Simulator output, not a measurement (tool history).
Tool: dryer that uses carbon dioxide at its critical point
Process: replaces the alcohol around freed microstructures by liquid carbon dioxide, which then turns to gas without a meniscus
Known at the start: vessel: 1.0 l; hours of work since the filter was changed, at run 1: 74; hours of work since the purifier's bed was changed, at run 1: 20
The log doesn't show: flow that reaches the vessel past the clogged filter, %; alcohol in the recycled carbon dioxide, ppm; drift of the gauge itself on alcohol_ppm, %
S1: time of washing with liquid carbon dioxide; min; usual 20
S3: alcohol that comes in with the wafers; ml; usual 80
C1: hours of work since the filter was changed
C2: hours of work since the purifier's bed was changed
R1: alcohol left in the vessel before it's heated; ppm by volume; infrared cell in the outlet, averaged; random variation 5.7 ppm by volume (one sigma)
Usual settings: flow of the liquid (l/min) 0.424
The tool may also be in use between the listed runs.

run 1 hour=0.0 | S1=20 flow_of_the_liquid_(l/min)=0.424 S3=80 | C1=74 C2=20 | R1=204
run 2 hour=47.6 | S1=20 flow_of_the_liquid_(l/min)=0.424 S3=80 | C1=89 C2=36 | R1=220
run 3 hour=85.0 | S1=20 flow_of_the_liquid_(l/min)=0.424 S3=80 | C1=101 C2=47 | R1=233
run 4 hour=149.2 | S1=16 flow_of_the_liquid_(l/min)=0.424 S3=80 | C1=121 C2=68 | R1=731
run 5 hour=212.4 | S1=16 flow_of_the_liquid_(l/min)=0.424 S3=80 | C1=141 C2=88 | R1=725
run 6 hour=258.4 | S1=16 flow_of_the_liquid_(l/min)=0.424 S3=80 | C1=156 C2=103 | R1=763
run 7 hour=315.2 | S1=20 flow_of_the_liquid_(l/min)=0.397 S3=80 | C1=174 C2=121 | R1=391
run 8 hour=360.0 | S1=20 flow_of_the_liquid_(l/min)=0.397 S3=80 | C1=188 C2=135 | R1=390
run 9 hour=407.4 | S1=20 flow_of_the_liquid_(l/min)=0.397 S3=80 | C1=203 C2=150 | R1=411
run 10 hour=446.5 | S1=20 flow_of_the_liquid_(l/min)=0.397 S3=80 | C1=216 C2=163 | R1=408
run 11 hour=477.0 | S1=14 flow_of_the_liquid_(l/min)=0.424 S3=80 | C1=226 C2=172 | R1=1506
run 12 hour=514.4 | S1=20 flow_of_the_liquid_(l/min)=0.424 S3=80 | C1=238 C2=184 | R1=330
run 13 hour=562.7 | S1=20 flow_of_the_liquid_(l/min)=0.424 S3=80 | C1=253 C2=200 | R1=341
run 14 hour=602.2 | S1=20 flow_of_the_liquid_(l/min)=0.581 S3=80 | C1=266 C2=212 | R1=123
run 15 hour=656.1 | S1=31 flow_of_the_liquid_(l/min)=0.581 S3=80 | C1=283 C2=229 | R1=82
-- hour=681.9 inlet filter changed
run 16 hour=711.2 | S1=20 flow_of_the_liquid_(l/min)=0.269 S3=80 | C1=9 C2=247 | R1=1803
run 17 hour=745.7 | S1=20 flow_of_the_liquid_(l/min)=0.269 S3=80 | C1=20 C2=258 | R1=1801
run 18 hour=779.4 | S1=15 flow_of_the_liquid_(l/min)=0.424 S3=80 | C1=31 C2=268 | R1=978
run 19 hour=844.5 | S1=19 flow_of_the_liquid_(l/min)=0.424 S3=80 | C1=52 C2=289 | R1=381
run 20 hour=899.8 | S1=19 flow_of_the_liquid_(l/min)=0.424 S3=80 | C1=69 C2=307 | R1=388
run 21 hour=930.1 | S1=19 flow_of_the_liquid_(l/min)=0.424 S3=80 | C1=79 C2=316 | R1=389
run 22 hour=975.0 | S1=20 flow_of_the_liquid_(l/min)=0.424 S3=80 | C1=93 C2=331 | R1=329
run 23 hour=1016.4 | S1=20 flow_of_the_liquid_(l/min)=0.705 S3=80 | C1=107 C2=344 | R1=131
run 24 hour=1068.3 | S1=16 flow_of_the_liquid_(l/min)=0.705 S3=80 | C1=123 C2=360 | R1=168
run 25 hour=1101.0 | S1=16 flow_of_the_liquid_(l/min)=0.705 S3=80 | C1=134 C2=371 | R1=176
run 26 hour=1158.0 | S1=19 flow_of_the_liquid_(l/min)=0.424 S3=103 | C1=152 C2=389 | R1=546
run 27 hour=1196.1 | S1=20 flow_of_the_liquid_(l/min)=0.424 S3=30 | C1=164 C2=401 | R1=246
run 28 hour=1228.5 | S1=14 flow_of_the_liquid_(l/min)=0.470 S3=89 | C1=174 C2=412 | R1=1121
run 29 hour=1271.6 | S1=19 flow_of_the_liquid_(l/min)=0.424 S3=80 | C1=188 C2=425 | R1=489
run 30 hour=1337.3 | S1=19 flow_of_the_liquid_(l/min)=0.424 S3=80 | C1=209 C2=446 | R1=498
run 31 hour=1379.9 | S1=17 flow_of_the_liquid_(l/min)=0.713 S3=80 | C1=222 C2=460 | R1=198
run 32 hour=1430.5 | S1=17 flow_of_the_liquid_(l/min)=0.713 S3=99 | C1=239 C2=476 | R1=215
run 33 hour=1463.3 | S1=20 flow_of_the_liquid_(l/min)=0.334 S3=80 | C1=249 C2=486 | R1=1102
run 34 hour=1496.2 | S1=26 flow_of_the_liquid_(l/min)=0.424 S3=80 | C1=259 C2=497 | R1=242
run 35 hour=1523.0 | S1=26 flow_of_the_liquid_(l/min)=0.424 S3=80 | C1=268 C2=505 | R1=235
run 36 hour=1552.0 | S1=14 flow_of_the_liquid_(l/min)=0.416 S3=23 | C1=277 C2=515 | R1=668
run 37 hour=1591.5 | S1=19 flow_of_the_liquid_(l/min)=0.303 S3=21 | C1=290 C2=527 | R1=663
-- hour=1595.7 inlet filter changed
run 38 hour=1622.3 | S1=24 flow_of_the_liquid_(l/min)=0.424 S3=80 | C1=8 C2=537 | R1=260
run 39 hour=1657.9 | S1=24 flow_of_the_liquid_(l/min)=0.428 S3=120 | C1=20 C2=548 | R1=284
run 40 hour=1695.6 | S1=24 flow_of_the_liquid_(l/min)=0.428 S3=120 | C1=32 C2=560 | R1=295
run 41 hour=1761.6 | S1=19 flow_of_the_liquid_(l/min)=0.312 S3=53 | C1=53 C2=581 | R1=1028
run 42 hour=1799.5 | S1=19 flow_of_the_liquid_(l/min)=0.615 S3=53 | C1=65 C2=593 | R1=236
run 43 hour=1856.8 | S1=21 flow_of_the_liquid_(l/min)=0.718 S3=80 | C1=83 C2=611 | R1=242
run 44 hour=1902.3 | S1=30 flow_of_the_liquid_(l/min)=0.424 S3=80 | C1=98 C2=626 | R1=258
run 45 hour=1940.4 | S1=18 flow_of_the_liquid_(l/min)=0.311 S3=116 | C1=110 C2=638 | R1=2567
run 46 hour=2002.7 | S1=18 flow_of_the_liquid_(l/min)=0.709 S3=116 | C1=130 C2=658 | R1=264
run 47 hour=2060.8 | S1=18 flow_of_the_liquid_(l/min)=0.709 S3=116 | C1=148 C2=676 | R1=270

Measured less the same run without the tool's hidden state. The same run-to-run variation is in both; the gauge's scatter may not be:
run=1 R1=+31
run=2 R1=+42
run=3 R1=+50
run=4 R1=+132
run=5 R1=+150
run=6 R1=+174
run=7 R1=+125
run=8 R1=+135
run=9 R1=+149
run=10 R1=+160
run=11 R1=+395
run=12 R1=+152
run=13 R1=+159
run=14 R1=+93
run=15 R1=+82
run=16 R1=+147
run=17 R1=+169
run=18 R1=+156
run=19 R1=+136
run=20 R1=+148
run=21 R1=+153
run=22 R1=+155
run=23 R1=+128
run=24 R1=+142
run=25 R1=+145
run=26 R1=+237
run=27 R1=+173
run=28 R1=+359
run=29 R1=+249
run=30 R1=+262
run=31 R1=+178
run=32 R1=+193
run=33 R1=+445
run=34 R1=+203
run=35 R1=+207
run=36 R1=+325
run=37 R1=+332
run=38 R1=+204
run=39 R1=+205
run=40 R1=+218
run=41 R1=+286
run=42 R1=+220
run=43 R1=+226
run=44 R1=+242
run=45 R1=+546
run=46 R1=+244
run=47 R1=+256
